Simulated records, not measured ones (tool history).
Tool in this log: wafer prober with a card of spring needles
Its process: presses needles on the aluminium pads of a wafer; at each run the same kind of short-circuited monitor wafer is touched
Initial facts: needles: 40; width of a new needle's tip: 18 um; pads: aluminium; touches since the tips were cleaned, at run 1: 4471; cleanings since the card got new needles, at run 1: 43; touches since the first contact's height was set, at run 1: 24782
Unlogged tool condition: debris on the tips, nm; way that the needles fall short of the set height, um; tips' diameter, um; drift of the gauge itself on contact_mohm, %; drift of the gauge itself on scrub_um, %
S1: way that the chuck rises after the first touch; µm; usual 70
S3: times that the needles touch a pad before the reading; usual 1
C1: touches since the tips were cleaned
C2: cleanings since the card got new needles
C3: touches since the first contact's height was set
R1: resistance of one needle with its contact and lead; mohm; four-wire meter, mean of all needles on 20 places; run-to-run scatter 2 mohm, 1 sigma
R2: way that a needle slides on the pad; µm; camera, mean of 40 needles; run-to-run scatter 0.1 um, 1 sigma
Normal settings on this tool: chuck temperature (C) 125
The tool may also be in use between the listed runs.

Run 1, day 0: usual settings; C1 4471; C2 43; C3 24782. Result: R1 218 mohm, R2 18.35 µm.
At day 0.088: tips cleaned on abrasive film.
At day 0.592: tips cleaned on abrasive film.
At day 1.117: tips cleaned on abrasive film.
Run 2, day 1.204: usual settings; C1 971; C2 46; C3 37781. Result: R1 217 mohm, R2 18.25 µm.
At day 1.671: tips cleaned on abrasive film.
At day 2.171: tips cleaned on abrasive film.
Run 3, day 2.296: usual settings; C1 1390; C2 48; C3 49593. Result: R1 218 mohm, R2 18.35 µm.
At day 2.675: tips cleaned on abrasive film.
At day 3.183: tips cleaned on abrasive film.
Run 4, day 3.183: usual settings; C1 0; C2 50; C3 59143. Result: R1 217 mohm, R2 18.59 µm.
At day 3.708: tips cleaned on abrasive film.
At day 4.2: tips cleaned on abrasive film.
Run 5, day 4.2: usual settings; C1 0; C2 52; C3 70155. Result: R1 215 mohm, R2 18.15 µm.
At day 4.758: tips cleaned on abrasive film.
At day 5.254: tips cleaned on abrasive film.
Run 6, day 5.254: usual settings; C1 0; C2 54; C3 81524. Result: R1 219 mohm, R2 18.47 µm.
At day 5.742: tips cleaned on abrasive film.
At day 6.254: tips cleaned on abrasive film.
Run 7, day 6.5: usual settings but chuck temperature (C) 107; C1 2684; C2 56; C3 95024. Result: R1 211 mohm, R2 18.45 µm.
At day 6.788: tips cleaned on abrasive film.
At day 7.283: tips cleaned on abrasive film.
At day 7.767: tips cleaned on abrasive film.
Run 8, day 7.808: usual settings; C1 455; C2 59; C3 109151. Result: R1 218 mohm, R2 18.4 µm.
At day 8.246: tips cleaned on abrasive film.
At day 8.771: tips cleaned on abrasive film.
Run 9, day 8.862: usual settings but S3 2; C1 964; C2 61; C3 120537. Result: R1 219 mohm, R2 18.43 µm.
At day 9.304: tips cleaned on abrasive film.
At day 9.854: tips cleaned on abrasive film.
Run 10, day 10.167: usual settings but S1 56 µm; C1 3382; C2 63; C3 134664. Result: R1 228 mohm, R2 14.71 µm.
At day 10.329: tips cleaned on abrasive film.
At day 10.846: tips cleaned on abrasive film.
Run 11, day 11.033: usual settings but S3 3; C1 2047; C2 65; C3 144025. Result: R1 220 mohm, R2 18.44 µm.
At day 11.396: tips cleaned on abrasive film.
At day 11.929: tips cleaned on abrasive film.
Run 12, day 12.162: usual settings but S1 78 µm; C1 2552; C2 67; C3 156234. Result: R1 212 mohm, R2 20.5 µm.
At day 12.433: tips cleaned on abrasive film.
At day 12.938: tips cleaned on abrasive film.
At day 13.488: tips cleaned on abrasive film.
Run 13, day 13.488: usual settings but chuck temperature (C) 48; C1 0; C2 70; C3 170551. Result: R1 199 mohm, R2 18.56 µm.
At day 14.004: tips cleaned on abrasive film.
At day 14.517: tips cleaned on abrasive film.
Run 14, day 14.775: usual settings but chuck temperature (C) 43; C1 2807; C2 72; C3 184484. Result: R1 199 mohm, R2 18.53 µm.
At day 15.012: tips cleaned on abrasive film.
At day 15.55: tips cleaned on abrasive film.
At day 16.042: tips cleaned on abrasive film.
Run 15, day 16.096: usual settings but chuck temperature (C) 48; C1 599; C2 75; C3 198759. Result: R1 202 mohm, R2 18.71 µm.
At day 16.533: tips cleaned on abrasive film.
Run 16, day 16.75: usual settings but S1 60 µm, chuck temperature (C) 116; C1 2365; C2 76; C3 205847. Result: R1 222 mohm, R2 15.94 µm.
At day 17.025: tips cleaned on abrasive film.
At day 17.508: tips cleaned on abrasive film.
Run 17, day 17.508: usual settings but S1 83 µm, chuck temperature (C) 61; C1 0; C2 78; C3 213993. Result: R1 200 mohm, R2 21.99 µm.
At day 17.688: height of the first contact set anew.
At day 18.033: tips cleaned on abrasive film.
Run 18, day 18.433: usual settings but S1 63 µm; C1 4360; C2 79; C3 8081. Result: R1 223 mohm, R2 16.73 µm.
At day 18.55: tips cleaned on abrasive film.
At day 19.112: tips cleaned on abrasive film.
At day 19.617: tips cleaned on abrasive film.
Run 19, day 19.646: usual settings but S1 83 µm, chuck temperature (C) 43, S3 2; C1 337; C2 82; C3 21186. Result: R1 193 mohm, R2 21.84 µm.
At day 20.167: tips cleaned on abrasive film.
At day 20.696: tips cleaned on abrasive film.
Run 20, day 20.888: usual settings but S1 73 µm; C1 2100; C2 84; C3 34629. Result: R1 216 mohm, R2 19.3 µm.
At day 21.2: tips cleaned on abrasive film.
At day 21.675: tips cleaned on abrasive film.
Run 21, day 22.025: usual settings but S1 74 µm, chuck temperature (C) 92, S3 3; C1 3803; C2 86; C3 46911. Result: R1 206 mohm, R2 19.66 µm.
At day 22.183: tips cleaned on abrasive film.
At day 22.704: tips cleaned on abrasive film.
Run 22, day 22.95: usual settings but S1 59 µm, chuck temperature (C) 100, S3 3; C1 2680; C2 88; C3 56908. Result: R1 220 mohm, R2 15.55 µm.
At day 23.183: tips cleaned on abrasive film.
At day 23.708: tips cleaned on abrasive film.
At day 24.2: tips cleaned on abrasive film.
Run 23, day 24.2: usual settings but S1 59 µm, chuck temperature (C) 100, S3 3; C1 0; C2 91; C3 70378. Result: R1 216 mohm, R2 15.59 µm.
At day 24.754: tips cleaned on abrasive film.
Run 24, day 25.196: usual settings but S1 59 µm, chuck temperature (C) 100, S3 3; C1 4820; C2 92; C3 81216. Result: R1 217 mohm, R2 15.8 µm.
At day 25.279: tips cleaned on abrasive film.
At day 25.783: tips cleaned on abrasive film.
Run 25, day 25.929: usual settings but S1 86 µm, chuck temperature (C) 26; C1 1575; C2 94; C3 89106. Result: R1 189 mohm, R2 22.97 µm.
At day 26.279: tips cleaned on abrasive film.
At day 26.783: tips cleaned on abrasive film.
Run 26, day 26.992: usual settings but S1 88 µm, chuck temperature (C) 98; C1 2277; C2 96; C3 100609. Result: R1 204 mohm, R2 23.49 µm.
At day 27.304: tips cleaned on abrasive film.
Run 27, day 27.612: usual settings but S1 86 µm, chuck temperature (C) 71; C1 3375; C2 97; C3 107322. Result: R1 201 mohm, R2 22.72 µm.
At day 27.783: tips cleaned on abrasive film.
At day 28.275: tips cleaned on abrasive film.
Run 28, day 28.275: usual settings but S1 71 µm; C1 0; C2 99; C3 114455. Result: R1 221 mohm, R2 19.04 µm.
At day 28.754: tips cleaned on abrasive film.
Run 29, day 28.904: usual settings but S1 65 µm, chuck temperature (C) 77, S3 2; C1 1622; C2 100; C3 121243. Result: R1 210 mohm, R2 17.34 µm.

Below, each run's measurement less what the same run would have read without the hidden state. Both values contain the same run-to-run variation, but the gauge's scatter may not be the same in both:
run     R2
  1     +0
  2  +0.02
  3  +0.03
  4  +0.04
  5  +0.06
  6  +0.07
  7  +0.09
  8   +0.1
  9  +0.12
 10  +0.11
 11  +0.15
 12  +0.19
 13  +0.19
 14   +0.2
 15  +0.23
 16  +0.19
 17  +0.28
 18  +0.23
 19  +0.32
 20   +0.3
 21  +0.32
 22  +0.26
 23  +0.28
 24  +0.29
 25  +0.44
 26  +0.46
 27  +0.46
 28  +0.39
 29  +0.36
R1: within 1 mohm of the measured result in every run.
